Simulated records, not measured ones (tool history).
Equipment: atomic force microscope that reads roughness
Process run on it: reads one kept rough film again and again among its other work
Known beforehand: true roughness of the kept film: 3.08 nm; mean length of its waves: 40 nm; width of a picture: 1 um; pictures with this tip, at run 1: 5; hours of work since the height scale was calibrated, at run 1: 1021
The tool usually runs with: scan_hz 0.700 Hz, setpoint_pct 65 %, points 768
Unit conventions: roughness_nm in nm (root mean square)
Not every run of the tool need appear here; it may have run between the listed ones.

| run | hour | scan_hz | setpoint_pct | points | pictures with this tip | hours of work since the height scale was calibrated | roughness_nm |
|---|---|---|---|---|---|---|---|
| 1 | 0.0 | 0.700 | 65 | 768 | 5 | 1021 | 2.824 |
| 2 | 39.9 | 0.700 | 65 | 768 | 63 | 1042 | 2.820 |
|  | 75.6 | new tip fitted |
| 3 | 98.1 | 0.700 | 86 | 768 | 33 | 1072 | 2.737 |
| 4 | 126.1 | 0.700 | 65 | 768 | 74 | 1087 | 2.840 |
|  | 152.2 | new tip fitted |
| 5 | 179.2 | 1.070 | 65 | 768 | 39 | 1115 | 2.777 |
|  | 229.7 | new tip fitted |
| 6 | 234.3 | 1.070 | 65 | 768 | 7 | 1144 | 2.826 |
| 7 | 301.2 | 1.070 | 65 | 768 | 105 | 1179 | 2.797 |
|  | 307.9 | new tip fitted |
| 8 | 367.3 | 1.070 | 65 | 768 | 87 | 1214 | 2.809 |
|  | 387.9 | new tip fitted |
| 9 | 426.3 | 1.070 | 65 | 768 | 56 | 1245 | 2.788 |
| 10 | 455.6 | 1.070 | 65 | 768 | 99 | 1260 | 2.804 |
|  | 465.8 | new tip fitted |
| 11 | 518.1 | 1.070 | 65 | 768 | 76 | 1293 | 2.792 |
|  | 543.3 | new tip fitted |
| 12 | 547.8 | 1.070 | 65 | 296 | 6 | 1308 | 2.788 |
| 13 | 575.3 | 1.070 | 65 | 296 | 47 | 1323 | 2.758 |
| 14 | 616.3 | 1.070 | 65 | 296 | 107 | 1344 | 2.785 |
|  | 619.6 | new tip fitted |
| 15 | 649.8 | 1.070 | 65 | 296 | 44 | 1362 | 2.786 |
| 16 | 683.9 | 0.700 | 64 | 768 | 94 | 1380 | 2.803 |
|  | 697.4 | new tip fitted |
| 17 | 736.4 | 0.700 | 65 | 768 | 57 | 1407 | 2.812 |
|  | 775.2 | new tip fitted |
| 18 | 782.6 | 0.700 | 65 | 768 | 11 | 1431 | 2.823 |
| 19 | 846.3 | 0.700 | 65 | 768 | 104 | 1465 | 2.812 |
|  | 854.9 | new tip fitted |
| 20 | 881.8 | 0.700 | 61 | 768 | 39 | 1484 | 2.833 |
| 21 | 920.1 | 0.700 | 61 | 768 | 95 | 1504 | 2.825 |
|  | 933.7 | new tip fitted |
| 22 | 969.6 | 0.700 | 61 | 768 | 52 | 1530 | 2.849 |
|  | 1010.0 | new tip fitted |
| 23 | 1019.8 | 0.700 | 61 | 768 | 14 | 1556 | 2.826 |
|  | 1086.9 | new tip fitted |
| 24 | 1086.9 | 0.700 | 65 | 768 | 0 | 1591 | 2.814 |
| 25 | 1114.9 | 0.700 | 65 | 768 | 41 | 1606 | 2.823 |
| 26 | 1160.0 | 0.700 | 63 | 756 | 107 | 1630 | 2.812 |
|  | 1164.1 | new tip fitted |
| 27 | 1189.2 | 2.748 | 68 | 891 | 37 | 1645 | 2.666 |
| 28 | 1225.2 | 2.748 | 68 | 891 | 89 | 1664 | 2.667 |
|  | 1241.9 | new tip fitted |
| 29 | 1282.8 | 2.748 | 68 | 891 | 60 | 1694 | 2.691 |
|  | 1319.2 | new tip fitted |
| 30 | 1345.6 | 2.748 | 68 | 891 | 38 | 1727 | 2.668 |
| 31 | 1375.0 | 0.642 | 65 | 768 | 81 | 1743 | 2.802 |
|  | 1399.2 | new tip fitted |
| 32 | 1422.8 | 0.642 | 65 | 768 | 35 | 1768 | 2.829 |
| 33 | 1452.4 | 2.020 | 83 | 386 | 78 | 1783 | 2.588 |
|  | 1469.7 | height scale calibrated on a step standard |
|  | 1479.2 | new tip fitted |
| 34 | 1516.4 | 2.020 | 83 | 386 | 54 | 24 | 2.554 |
|  | 1556.1 | new tip fitted |
| 35 | 1568.1 | 2.276 | 73 | 866 | 17 | 51 | 2.693 |
| 36 | 1625.9 | 2.276 | 73 | 866 | 102 | 82 | 2.648 |
|  | 1632.2 | new tip fitted |
| 37 | 1654.0 | 3.298 | 65 | 701 | 32 | 97 | 2.686 |
| 38 | 1707.6 | 2.680 | 55 | 433 | 110 | 125 | 2.755 |

Expected results for the next run?
|  | 1711.9 | new tip fitted |
| 39 | 1754.5 | 3.586 | 72 | 342 | 62 | 149 | ? |

roughness_nm: 2.561 nm (root mean square)
The same run, on a tool lacking any hidden state, would have yielded roughness_nm 2.567 nm (root mean square).
